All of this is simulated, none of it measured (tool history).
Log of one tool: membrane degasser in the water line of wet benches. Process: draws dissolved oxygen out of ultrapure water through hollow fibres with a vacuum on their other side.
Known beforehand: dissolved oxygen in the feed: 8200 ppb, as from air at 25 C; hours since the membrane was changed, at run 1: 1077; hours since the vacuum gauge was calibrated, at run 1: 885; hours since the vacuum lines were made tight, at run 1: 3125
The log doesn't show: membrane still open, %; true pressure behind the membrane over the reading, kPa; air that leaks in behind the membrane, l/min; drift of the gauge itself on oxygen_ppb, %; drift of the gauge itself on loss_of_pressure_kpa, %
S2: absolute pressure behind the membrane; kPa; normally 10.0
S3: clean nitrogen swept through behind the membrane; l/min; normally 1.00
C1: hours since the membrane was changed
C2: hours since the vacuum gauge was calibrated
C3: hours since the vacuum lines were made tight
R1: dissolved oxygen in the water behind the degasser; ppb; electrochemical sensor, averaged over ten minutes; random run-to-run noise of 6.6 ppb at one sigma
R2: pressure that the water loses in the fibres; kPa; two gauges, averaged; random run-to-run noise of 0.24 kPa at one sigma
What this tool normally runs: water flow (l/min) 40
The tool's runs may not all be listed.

{"run": 1, "hour": 0.0, "water flow (l/min)": 40, "S2": 10.0, "S3": 1.0, "C1": 1077, "C2": 885, "C3": 3125, "R1": 667.8, "R2": 64.49}
{"run": 2, "hour": 87.9, "water flow (l/min)": 40, "S2": 10.0, "S3": 1.13, "C1": 1165, "C2": 973, "C3": 3213, "R1": 626.6, "R2": 65.05}
{"run": 3, "hour": 168.0, "water flow (l/min)": 43, "S2": 10.0, "S3": 1.0, "C1": 1245, "C2": 1053, "C3": 3293, "R1": 720.8, "R2": 69.64}
{"run": 4, "hour": 235.8, "water flow (l/min)": 43, "S2": 10.0, "S3": 1.0, "C1": 1313, "C2": 1121, "C3": 3361, "R1": 725.7, "R2": 69.53}
{"run": 5, "hour": 363.2, "water flow (l/min)": 40, "S2": 10.0, "S3": 1.0, "C1": 1440, "C2": 1248, "C3": 3488, "R1": 685.4, "R2": 64.03}
{"run": 6, "hour": 456.9, "water flow (l/min)": 40, "S2": 10.0, "S3": 2.35, "C1": 1534, "C2": 1342, "C3": 3582, "R1": 424.8, "R2": 64.85}
{"run": 7, "hour": 576.7, "water flow (l/min)": 40, "S2": 10.0, "S3": 2.35, "C1": 1654, "C2": 1462, "C3": 3702, "R1": 423.6, "R2": 64.7}
{"run": 8, "hour": 652.2, "water flow (l/min)": 40, "S2": 10.0, "S3": 2.35, "C1": 1729, "C2": 1537, "C3": 3777, "R1": 421.8, "R2": 64.98}
{"run": 9, "hour": 739.8, "water flow (l/min)": 40, "S2": 10.0, "S3": 2.35, "C1": 1817, "C2": 1625, "C3": 3865, "R1": 420.3, "R2": 65.06}
{"run": 10, "hour": 801.3, "water flow (l/min)": 40, "S2": 6.2, "S3": 2.35, "C1": 1879, "C2": 1686, "C3": 3926, "R1": 296.8, "R2": 65.3}
{"run": 11, "hour": 886.1, "water flow (l/min)": 40, "S2": 10.0, "S3": 2.32, "C1": 1963, "C2": 1771, "C3": 4011, "R1": 431.0, "R2": 65.27}
{"run": 12, "hour": 992.4, "water flow (l/min)": 40, "S2": 16.5, "S3": 2.32, "C1": 2070, "C2": 1877, "C3": 4117, "R1": 663.3, "R2": 65.43}
{"run": 13, "hour": 1087.2, "water flow (l/min)": 32, "S2": 10.0, "S3": 1.0, "C1": 2164, "C2": 1972, "C3": 4212, "R1": 572.5, "R2": 52.15}
{"run": 14, "hour": 1171.2, "water flow (l/min)": 32, "S2": 10.0, "S3": 1.0, "C1": 2248, "C2": 2056, "C3": 4296, "R1": 558.7, "R2": 52.64}
{"run": 15, "hour": 1289.1, "water flow (l/min)": 32, "S2": 10.0, "S3": 1.0, "C1": 2366, "C2": 2174, "C3": 4414, "R1": 562.2, "R2": 52.21}
{"run": 16, "hour": 1391.9, "water flow (l/min)": 32, "S2": 10.0, "S3": 1.0, "C1": 2469, "C2": 2277, "C3": 4517, "R1": 574.6, "R2": 51.98}
{"run": 17, "hour": 1503.1, "water flow (l/min)": 32, "S2": 10.0, "S3": 1.0, "C1": 2580, "C2": 2388, "C3": 4628, "R1": 566.7, "R2": 52.76}
{"run": 18, "hour": 1558.5, "water flow (l/min)": 32, "S2": 10.0, "S3": 1.0, "C1": 2636, "C2": 2443, "C3": 4683, "R1": 563.3, "R2": 52.21}
{"run": 19, "hour": 1616.5, "water flow (l/min)": 35, "S2": 22.6, "S3": 2.52, "C1": 2694, "C2": 2501, "C3": 4741, "R1": 719.9, "R2": 57.36}
{"run": 20, "hour": 1733.2, "water flow (l/min)": 35, "S2": 22.6, "S3": 2.52, "C1": 2810, "C2": 2618, "C3": 4858, "R1": 734.4, "R2": 57.53}
{"run": 21, "hour": 1830.5, "water flow (l/min)": 35, "S2": 22.6, "S3": 2.52, "C1": 2908, "C2": 2715, "C3": 4955, "R1": 726.0, "R2": 57.52}
{"run": 22, "hour": 1902.4, "water flow (l/min)": 55, "S2": 6.8, "S3": 2.07, "C1": 2980, "C2": 2787, "C3": 5027, "R1": 468.1, "R2": 90.24}
{"run": 23, "hour": 1983.1, "water flow (l/min)": 40, "S2": 10.0, "S3": 1.19, "C1": 3060, "C2": 2868, "C3": 5108, "R1": 628.0, "R2": 65.95}
{"run": 24, "hour": 2045.2, "water flow (l/min)": 40, "S2": 10.0, "S3": 1.19, "C1": 3122, "C2": 2930, "C3": 5170, "R1": 640.5, "R2": 65.7}
{"run": 25, "hour": 2121.4, "water flow (l/min)": 38, "S2": 22.2, "S3": 2.03, "C1": 3199, "C2": 3006, "C3": 5246, "R1": 890.0, "R2": 61.58}
{"run": 26, "hour": 2232.3, "water flow (l/min)": 38, "S2": 22.2, "S3": 2.03, "C1": 3310, "C2": 3117, "C3": 5357, "R1": 890.2, "R2": 62.77}
{"run": 27, "hour": 2304.6, "water flow (l/min)": 38, "S2": 22.2, "S3": 2.03, "C1": 3382, "C2": 3189, "C3": 5429, "R1": 875.8, "R2": 62.47}
{"run": 28, "hour": 2378.5, "water flow (l/min)": 38, "S2": 14.4, "S3": 1.88, "C1": 3456, "C2": 3263, "C3": 5503, "R1": 655.9, "R2": 63.1}
{"run": 29, "hour": 2430.4, "water flow (l/min)": 38, "S2": 14.4, "S3": 1.88, "C1": 3508, "C2": 3315, "C3": 5555, "R1": 651.6, "R2": 62.9}
{"run": 30, "hour": 2547.6, "water flow (l/min)": 31, "S2": 16.4, "S3": 1.51, "C1": 3625, "C2": 3432, "C3": 5672, "R1": 697.7, "R2": 51.31}
{"run": 31, "hour": 2626.0, "water flow (l/min)": 31, "S2": 16.4, "S3": 1.51, "C1": 3703, "C2": 3511, "C3": 5751, "R1": 694.0, "R2": 51.35}

Consider 3 possible next runs. They are alternatives, not a sequence: every one starts from the tool as it was left by run 31. What does each give?
{"run": "A", "hour": 2720.5, "water flow (l/min)": 35, "S2": 7.3, "S3": 1.0, "C1": 3798, "C2": 3605, "C3": 5845, "R1": "?", "R2": "?"}
{"run": "B", "hour": 2720.5, "water flow (l/min)": 31, "S2": 9.7, "S3": 1.51, "C1": 3798, "C2": 3605, "C3": 5845, "R1": "?", "R2": "?"}
{"run": "C", "hour": 2720.5, "water flow (l/min)": 40, "S2": 11.6, "S3": 1.0, "C1": 3798, "C2": 3605, "C3": 5845, "R1": "?", "R2": "?"}

run=A R1=458.8 R2=58.00
run=B R1=428.7 R2=51.71
run=C R1=820.4 R2=66.24
The same runs, with their run-to-run variation unchanged, on a tool lacking any hidden condition would have given:
run=A R1=416.7 R2=55.83
run=B R1=394.2 R2=49.77
run=C R1=776.2 R2=63.75

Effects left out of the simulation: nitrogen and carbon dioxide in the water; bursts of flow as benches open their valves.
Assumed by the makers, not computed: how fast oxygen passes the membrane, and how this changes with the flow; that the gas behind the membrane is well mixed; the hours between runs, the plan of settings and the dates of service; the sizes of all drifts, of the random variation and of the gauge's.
